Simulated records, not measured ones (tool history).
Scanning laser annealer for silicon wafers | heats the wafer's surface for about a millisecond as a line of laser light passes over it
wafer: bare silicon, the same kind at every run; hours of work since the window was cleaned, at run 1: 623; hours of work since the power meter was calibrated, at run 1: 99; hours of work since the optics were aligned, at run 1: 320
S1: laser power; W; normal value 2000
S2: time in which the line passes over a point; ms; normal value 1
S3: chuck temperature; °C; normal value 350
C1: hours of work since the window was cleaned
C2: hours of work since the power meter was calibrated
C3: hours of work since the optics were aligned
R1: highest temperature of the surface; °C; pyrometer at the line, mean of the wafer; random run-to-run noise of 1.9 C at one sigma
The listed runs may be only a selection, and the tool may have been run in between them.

run 1 hour=0 | S1=2000 S2=1 S3=350 | C1=623 C2=99 C3=320 | R1=1151
run 2 hour=12.6 | S1=2000 S2=1 S3=350 | C1=629 C2=106 C3=327 | R1=1154
run 3 hour=26.4 | S1=2000 S2=1 S3=350 | C1=636 C2=113 C3=334 | R1=1153
run 4 hour=34.4 | S1=2000 S2=1 S3=350 | C1=640 C2=117 C3=338 | R1=1155
run 5 hour=50.2 | S1=2000 S2=1 S3=388 | C1=648 C2=125 C3=345 | R1=1189
run 6 hour=64.8 | S1=2000 S2=1 S3=388 | C1=655 C2=132 C3=353 | R1=1189
run 7 hour=75.7 | S1=2000 S2=1 S3=388 | C1=660 C2=137 C3=358 | R1=1189
run 8 hour=85.6 | S1=2000 S2=1 S3=388 | C1=665 C2=142 C3=363 | R1=1189
-- hour=88.3 window over the wafer cleaned
run 9 hour=99.8 | S1=2000 S2=1 S3=388 | C1=6 C2=148 C3=369 | R1=1179
run 10 hour=114.3 | S1=2000 S2=1 S3=388 | C1=13 C2=156 C3=377 | R1=1179
run 11 hour=121.9 | S1=2000 S2=1 S3=350 | C1=17 C2=159 C3=380 | R1=1137
run 12 hour=132.2 | S1=2000 S2=1 S3=350 | C1=22 C2=165 C3=385 | R1=1137
run 13 hour=144.8 | S1=2000 S2=1 S3=350 | C1=28 C2=171 C3=392 | R1=1141
run 14 hour=156.6 | S1=2000 S2=1 S3=350 | C1=34 C2=177 C3=398 | R1=1139
run 15 hour=170.1 | S1=1783 S2=1.24 S3=366 | C1=41 C2=184 C3=404 | R1=1152
run 16 hour=181.7 | S1=1783 S2=1.24 S3=366 | C1=47 C2=189 C3=410 | R1=1145
-- hour=186.9 window over the wafer cleaned, once more
run 17 hour=195.9 | S1=2027 S2=0.93 S3=350 | C1=5 C2=195 C3=416 | R1=1170
run 18 hour=209.8 | S1=2068 S2=1.06 S3=330 | C1=11 C2=202 C3=423 | R1=1228
run 19 hour=226.4 | S1=2068 S2=1.06 S3=330 | C1=20 C2=211 C3=432 | R1=1231
run 20 hour=237.4 | S1=2000 S2=1.06 S3=350 | C1=25 C2=216 C3=437 | R1=1217
run 21 hour=249.5 | S1=1952 S2=0.9 S3=312 | C1=31 C2=222 C3=443 | R1=1083
run 22 hour=256.7 | S1=1952 S2=0.9 S3=312 | C1=35 C2=226 C3=447 | R1=1081
run 23 hour=271.5 | S1=1952 S2=0.9 S3=312 | C1=42 C2=233 C3=454 | R1=1081
run 24 hour=282.2 | S1=1928 S2=1.03 S3=312 | C1=48 C2=239 C3=459 | R1=1127
run 25 hour=299 | S1=1971 S2=1 S3=319 | C1=56 C2=247 C3=468 | R1=1141
run 26 hour=306.1 | S1=1916 S2=1.01 S3=350 | C1=60 C2=251 C3=471 | R1=1153

Below are 5 alternative next runs, each starting from the tool's condition after run 26. Predict each:
run A hour=321.2 | S1=2011 S2=1.12 S3=342 | C1=67 C2=258 C3=479 | R1=?
run B hour=321.2 | S1=1789 S2=0.99 S3=356 | C1=67 C2=258 C3=479 | R1=?
run C hour=321.2 | S1=2018 S2=0.96 S3=333 | C1=67 C2=258 C3=479 | R1=?
run D hour=321.2 | S1=2000 S2=0.98 S3=350 | C1=67 C2=258 C3=479 | R1=?
run E hour=321.2 | S1=1785 S2=0.87 S3=341 | C1=67 C2=258 C3=479 | R1=?

run=A R1=1236
run=B R1=1092
run=C R1=1156
run=D R1=1177
run=E R1=1022
Without the tool's unlogged condition, the same runs would have read:
run=A R1=1247
run=B R1=1101
run=C R1=1166
run=D R1=1188
run=E R1=1030
